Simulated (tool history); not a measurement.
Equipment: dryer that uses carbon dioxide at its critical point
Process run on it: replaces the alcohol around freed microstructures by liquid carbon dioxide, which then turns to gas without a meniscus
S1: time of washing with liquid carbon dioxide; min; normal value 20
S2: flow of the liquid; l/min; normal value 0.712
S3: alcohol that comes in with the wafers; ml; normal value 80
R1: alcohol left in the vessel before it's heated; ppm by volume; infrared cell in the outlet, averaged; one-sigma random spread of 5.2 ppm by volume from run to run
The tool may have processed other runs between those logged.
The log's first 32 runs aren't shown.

run	hour	S1	S2	S3	R1
33	375.2	20	0.429	80	1333
34	390.5	18	0.787	67	257
35	402.8	20	0.712	52	230
36	417.1	26	0.45	80	479
37	426.3	31	0.709	62	170
38	439.6	16	0.439	117	3545
39	451.5	13	0.551	37	1140
40	465.5	13	0.551	37	1157
41	477.3	24	0.613	93	292
42	489.1	24	0.613	93	289
43	497.8	19	0.482	36	616
44	509.9	25	0.712	28	179
45	522.8	22	0.712	73	249
46	532.4	31	0.712	80	192
47	542.8	20	0.712	30	241

Predict each of these 3 candidate next runs independently; none follows another, all start after run 47:
A	556	20	0.626	23	?
B	556	22	0.431	80	?
C	556	20	0.712	113	?

run	R1
A	271
B	1099
C	378
Without the tool's unlogged condition, the same runs would have read:
run	R1
A	65
B	703
C	130

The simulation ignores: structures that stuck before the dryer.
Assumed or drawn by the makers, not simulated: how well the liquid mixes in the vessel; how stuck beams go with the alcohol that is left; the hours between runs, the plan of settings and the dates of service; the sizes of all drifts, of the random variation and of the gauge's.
